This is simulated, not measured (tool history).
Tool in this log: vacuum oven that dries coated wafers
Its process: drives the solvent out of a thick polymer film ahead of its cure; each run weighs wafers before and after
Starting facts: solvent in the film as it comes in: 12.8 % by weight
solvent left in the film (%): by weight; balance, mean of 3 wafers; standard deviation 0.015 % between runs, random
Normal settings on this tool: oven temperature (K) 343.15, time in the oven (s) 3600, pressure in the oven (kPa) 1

Run 1, hour 0: usual settings. Result: solvent left in the film (%) 1.48.
Run 2, hour 29.9: usual settings. Result: solvent left in the film (%) 1.45.
Run 3, hour 59.7: usual settings but oven temperature (K) 353.15. Result: solvent left in the film (%) 0.48.
Run 4, hour 100.1: usual settings. Result: solvent left in the film (%) 1.47.
Run 5, hour 141.7: usual settings. Result: solvent left in the film (%) 1.53.
Run 6, hour 183.9: usual settings. Result: solvent left in the film (%) 1.51.
Run 7, hour 211: usual settings but time in the oven (s) 3960. Result: solvent left in the film (%) 1.28.
Run 8, hour 250.6: usual settings but time in the oven (s) 3960. Result: solvent left in the film (%) 1.29.
Run 9, hour 278.2: usual settings but time in the oven (s) 3960. Result: solvent left in the film (%) 1.28.
Run 10, hour 306.2: usual settings but oven temperature (K) 336.15, time in the oven (s) 3960. Result: solvent left in the film (%) 2.41.
At hour 337.9: oven's thermocouples calibrated.
Run 11, hour 350.8: usual settings but oven temperature (K) 336.15, time in the oven (s) 3960. Result: solvent left in the film (%) 2.22.
Run 12, hour 393.5: usual settings but oven temperature (K) 336.15, time in the oven (s) 3960. Result: solvent left in the film (%) 2.27.
Run 13, hour 432.9: usual settings but oven temperature (K) 336.15, time in the oven (s) 6000. Result: solvent left in the film (%) 1.16.
Run 14, hour 478.3: usual settings but pressure in the oven (kPa) 1.01. Result: solvent left in the film (%) 1.45.
Run 15, hour 516.2: usual settings but time in the oven (s) 3480. Result: solvent left in the film (%) 1.5.
Run 16, hour 548.8: usual settings. Result: solvent left in the film (%) 1.44.
Run 17, hour 586.4: usual settings. Result: solvent left in the film (%) 1.45.
Run 18, hour 613.6: usual settings. Result: solvent left in the film (%) 1.47.
Run 19, hour 651.4: usual settings. Result: solvent left in the film (%) 1.45.
Run 20, hour 695.8: usual settings. Result: solvent left in the film (%) 1.48.
Run 21, hour 730: usual settings. Result: solvent left in the film (%) 1.5.
Run 22, hour 764.2: usual settings but oven temperature (K) 345.15. Result: solvent left in the film (%) 1.23.
Run 23, hour 792.4: usual settings but oven temperature (K) 345.15. Result: solvent left in the film (%) 1.23.
Run 24, hour 820.5: usual settings but oven temperature (K) 333.15, time in the oven (s) 1920, pressure in the oven (kPa) 0.75. Result: solvent left in the film (%) 5.5.
Run 25, hour 843.4: usual settings but oven temperature (K) 345.15, time in the oven (s) 4500, pressure in the oven (kPa) 0.81. Result: solvent left in the film (%) 0.74.
Run 26, hour 884.6: usual settings but oven temperature (K) 351.15. Result: solvent left in the film (%) 0.63.
Run 27, hour 918.8: usual settings but oven temperature (K) 351.15, time in the oven (s) 4500. Result: solvent left in the film (%) 0.41.
Run 28, hour 952.8: usual settings but oven temperature (K) 351.15, time in the oven (s) 4500. Result: solvent left in the film (%) 0.42.
Run 29, hour 999.2: usual settings but oven temperature (K) 354.15, time in the oven (s) 3660, pressure in the oven (kPa) 0.58. Result: solvent left in the film (%) 0.39.
Run 30, hour 1018.8: usual settings but oven temperature (K) 348.15, time in the oven (s) 2700, pressure in the oven (kPa) 0.52. Result: solvent left in the film (%) 1.51.
Run 31, hour 1039: usual settings but oven temperature (K) 348.15, time in the oven (s) 2700, pressure in the oven (kPa) 0.52. Result: solvent left in the film (%) 1.51.
Run 32, hour 1065.7: usual settings but oven temperature (K) 350.15, time in the oven (s) 5160, pressure in the oven (kPa) 3.71. Result: solvent left in the film (%) 0.85.
Run 33, hour 1101: usual settings but time in the oven (s) 3780. Result: solvent left in the film (%) 1.42.
Run 34, hour 1133.9: usual settings but oven temperature (K) 338.15, time in the oven (s) 2820, pressure in the oven (kPa) 1.04. Result: solvent left in the film (%) 3.27.
Run 35, hour 1178.1: usual settings but oven temperature (K) 338.15, time in the oven (s) 2820, pressure in the oven (kPa) 1.04. Result: solvent left in the film (%) 3.25.
Run 36, hour 1202.7: usual settings but oven temperature (K) 331.15, time in the oven (s) 2220, pressure in the oven (kPa) 0.83. Result: solvent left in the film (%) 5.56.
Run 37, hour 1244.5: usual settings but time in the oven (s) 4320, pressure in the oven (kPa) 2.27. Result: solvent left in the film (%) 1.42.
Run 38, hour 1281.2: usual settings but oven temperature (K) 334.15, time in the oven (s) 1800, pressure in the oven (kPa) 1.87. Result: solvent left in the film (%) 5.95.
Run 39, hour 1305: usual settings but oven temperature (K) 328.15, time in the oven (s) 1860, pressure in the oven (kPa) 2.05. Result: solvent left in the film (%) 7.
Run 40, hour 1336.3: usual settings but pressure in the oven (kPa) 0.75. Result: solvent left in the film (%) 1.56.
Run 41, hour 1355.6: usual settings but pressure in the oven (kPa) 2.67. Result: solvent left in the film (%) 1.98.
Run 42, hour 1379.3: usual settings but pressure in the oven (kPa) 1.31. Result: solvent left in the film (%) 1.71.
Run 43, hour 1422.8: usual settings but pressure in the oven (kPa) 3.37. Result: solvent left in the film (%) 2.15.
Run 44, hour 1445.8: usual settings but oven temperature (K) 333.15, pressure in the oven (kPa) 0.56. Result: solvent left in the film (%) 3.39.
At hour 1463.7: oven's thermocouples calibrated.
Run 45, hour 1478.5: usual settings but oven temperature (K) 345.15, time in the oven (s) 3720, pressure in the oven (kPa) 3.12. Result: solvent left in the film (%) 1.48.
Run 46, hour 1516: usual settings but oven temperature (K) 345.15, time in the oven (s) 3720, pressure in the oven (kPa) 3.12. Result: solvent left in the film (%) 1.53.

Table of differences, measured result less the result of that run with no hidden state. Run-to-run variation is the same in both. Gauge scatter possibly is not:
Hidden state at play: true wafer temperature over the reading, C; true pressure over the reading, kPa; drift of the gauge itself on solvent_pct, %.
run  solvent left in the film (%)
  1                         +0.11
  2                         +0.12
  3                         +0.05
  4                         +0.13
  5                         +0.14
  6                         +0.15
  7                         +0.14
  8                         +0.15
  9                         +0.15
 10                         +0.22
 11                         +0.06
 12                         +0.06
 13                         +0.06
 14                         +0.07
 15                         +0.08
 16                         +0.08
 17                         +0.09
 18                          +0.1
 19                         +0.11
 20                         +0.11
 21                         +0.12
 22                         +0.11
 23                         +0.12
 24                         +0.18
 25                          +0.1
 26                         +0.08
 27                         +0.07
 28                         +0.07
 29                         +0.07
 30                         +0.17
 31                         +0.17
 32                         +0.09
 33                         +0.19
 34                         +0.28
 35                         +0.29
 36                          +0.3
 37                         +0.21
 38                         +0.31
 39                         +0.31
 40                         +0.25
 41                         +0.27
 42                         +0.26
 43                         +0.29
 44                         +0.39
 45                         +0.04
 46                         +0.05
